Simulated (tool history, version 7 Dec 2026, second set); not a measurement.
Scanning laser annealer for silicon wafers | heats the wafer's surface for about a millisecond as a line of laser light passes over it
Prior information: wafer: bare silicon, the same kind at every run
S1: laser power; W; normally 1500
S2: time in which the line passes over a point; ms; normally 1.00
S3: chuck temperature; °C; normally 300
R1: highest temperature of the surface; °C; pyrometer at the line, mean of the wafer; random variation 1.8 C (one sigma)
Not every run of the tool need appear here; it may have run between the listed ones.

| run | day | S1 | S2 | S3 | R1 |
|---|---|---|---|---|---|
| 1 | 0.000 | 1500 | 1.00 | 300 | 993 |
| 2 | 0.196 | 1500 | 1.00 | 300 | 990 |
| 3 | 0.471 | 1500 | 1.00 | 300 | 989 |
| 4 | 0.662 | 1500 | 1.00 | 300 | 983 |
| 5 | 0.908 | 1500 | 1.00 | 300 | 990 |
| 6 | 1.125 | 1357 | 0.76 | 311 | 845 |

Run 7 has not been measured yet. What should we expect?
| 7 | 1.433 | 1463 | 1.00 | 283 | ? |

R1: 958 °C
Without the tool's hidden state the same run would have given R1 1002 °C.
